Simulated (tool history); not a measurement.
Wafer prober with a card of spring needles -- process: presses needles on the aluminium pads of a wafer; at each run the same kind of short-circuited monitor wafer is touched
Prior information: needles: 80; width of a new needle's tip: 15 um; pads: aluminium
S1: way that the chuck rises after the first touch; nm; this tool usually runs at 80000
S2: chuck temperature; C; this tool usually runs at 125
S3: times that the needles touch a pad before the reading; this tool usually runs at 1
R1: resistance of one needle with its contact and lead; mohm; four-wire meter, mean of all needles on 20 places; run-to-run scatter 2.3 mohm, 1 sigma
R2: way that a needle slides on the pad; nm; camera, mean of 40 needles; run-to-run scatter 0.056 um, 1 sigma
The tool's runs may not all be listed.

{"run": 1, "hour": 0.0, "S1": 80000, "S2": 125, "S3": 1, "R1": 374, "R2": 12350}
{"hour": 5.0, "done": "tips cleaned on abrasive film"}
{"run": 2, "hour": 23.8, "S1": 80000, "S2": 47, "S3": 1, "R1": 351, "R2": 12390}
{"hour": 36.7, "done": "tips cleaned on abrasive film"}
{"run": 3, "hour": 52.2, "S1": 80000, "S2": 47, "S3": 1, "R1": 342, "R2": 12420}
{"hour": 69.2, "done": "tips cleaned on abrasive film"}
{"run": 4, "hour": 71.3, "S1": 80000, "S2": 125, "S3": 1, "R1": 291, "R2": 12330}
{"run": 5, "hour": 98.8, "S1": 80000, "S2": 31, "S3": 1, "R1": 380, "R2": 12420}
{"hour": 100.2, "done": "tips cleaned on abrasive film"}
{"run": 6, "hour": 123.9, "S1": 80000, "S2": 31, "S3": 1, "R1": 364, "R2": 12370}
{"hour": 132.5, "done": "tips cleaned on abrasive film"}
{"run": 7, "hour": 137.9, "S1": 80000, "S2": 31, "S3": 1, "R1": 287, "R2": 12220}
{"hour": 144.2, "done": "height of the first contact set anew"}
{"run": 8, "hour": 161.0, "S1": 80000, "S2": 125, "S3": 1, "R1": 382, "R2": 12210}
{"hour": 165.3, "done": "tips cleaned on abrasive film"}
{"run": 9, "hour": 180.8, "S1": 80000, "S2": 125, "S3": 1, "R1": 357, "R2": 12160}
{"hour": 196.6, "done": "tips cleaned on abrasive film"}
{"run": 10, "hour": 199.5, "S1": 80000, "S2": 125, "S3": 1, "R1": 295, "R2": 12260}
{"run": 11, "hour": 224.7, "S1": 80000, "S2": 125, "S3": 1, "R1": 392, "R2": 12060}
{"hour": 227.7, "done": "tips cleaned on abrasive film"}
{"run": 12, "hour": 244.8, "S1": 74000, "S2": 125, "S3": 1, "R1": 380, "R2": 11150}
{"hour": 256.1, "done": "height of the first contact set anew, once more"}
{"hour": 260.1, "done": "tips cleaned on abrasive film"}
{"run": 13, "hour": 274.1, "S1": 74000, "S2": 125, "S3": 1, "R1": 360, "R2": 11650}
{"hour": 292.6, "done": "tips cleaned on abrasive film"}
{"run": 14, "hour": 296.7, "S1": 74000, "S2": 125, "S3": 1, "R1": 309, "R2": 11650}
{"hour": 324.3, "done": "tips cleaned on abrasive film"}
{"run": 15, "hour": 324.3, "S1": 74000, "S2": 125, "S3": 1, "R1": 277, "R2": 11590}
{"run": 16, "hour": 339.3, "S1": 74000, "S2": 125, "S3": 1, "R1": 354, "R2": 11610}
{"run": 17, "hour": 351.6, "S1": 74000, "S2": 125, "S3": 1, "R1": 397, "R2": 11740}
{"hour": 355.7, "done": "tips cleaned on abrasive film"}
{"run": 18, "hour": 374.4, "S1": 74000, "S2": 29, "S3": 1, "R1": 369, "R2": 11670}
{"hour": 387.2, "done": "tips cleaned on abrasive film"}
{"run": 19, "hour": 396.3, "S1": 80000, "S2": 29, "S3": 1, "R1": 308, "R2": 12640}
{"run": 20, "hour": 413.5, "S1": 68000, "S2": 34, "S3": 1, "R1": 416, "R2": 10720}
{"hour": 420.0, "done": "tips cleaned on abrasive film"}
{"run": 21, "hour": 439.2, "S1": 80000, "S2": 34, "S3": 2, "R1": 308, "R2": 12530}
{"hour": 451.5, "done": "tips cleaned on abrasive film"}
{"run": 22, "hour": 464.7, "S1": 61000, "S2": 78, "S3": 1, "R1": 398, "R2": 9450}
{"run": 23, "hour": 477.5, "S1": 61000, "S2": 78, "S3": 2, "R1": 378, "R2": 9570}
{"hour": 483.8, "done": "tips cleaned on abrasive film"}
{"run": 24, "hour": 498.9, "S1": 61000, "S2": 78, "S3": 2, "R1": 351, "R2": 9630}
{"hour": 515.9, "done": "tips cleaned on abrasive film"}
{"run": 25, "hour": 516.6, "S1": 78000, "S2": 114, "S3": 2, "R1": 276, "R2": 12210}
{"run": 26, "hour": 539.6, "S1": 78000, "S2": 114, "S3": 2, "R1": 332, "R2": 12160}
{"hour": 548.6, "done": "tips cleaned on abrasive film"}
{"run": 27, "hour": 565.5, "S1": 78000, "S2": 78, "S3": 2, "R1": 319, "R2": 12250}
{"hour": 580.7, "done": "tips cleaned on abrasive film"}
{"run": 28, "hour": 587.9, "S1": 78000, "S2": 78, "S3": 2, "R1": 285, "R2": 12170}
{"run": 29, "hour": 610.5, "S1": 80000, "S2": 125, "S3": 2, "R1": 337, "R2": 12520}
{"hour": 612.1, "done": "tips cleaned on abrasive film"}
{"run": 30, "hour": 625.2, "S1": 80000, "S2": 125, "S3": 2, "R1": 308, "R2": 12500}
{"run": 31, "hour": 637.3, "S1": 78000, "S2": 125, "S3": 3, "R1": 311, "R2": 12270}

Run 32 comes next. What will it give?
{"hour": 644.7, "done": "tips cleaned on abrasive film"}
{"run": 32, "hour": 660.3, "S1": 74000, "S2": 125, "S3": 1, "R1": "?", "R2": "?"}

Run 32 measured R1 370 mohm, R2 11520 nm.
Without the tool's hidden state the same run would have given R1 267 mohm, R2 11700 nm.
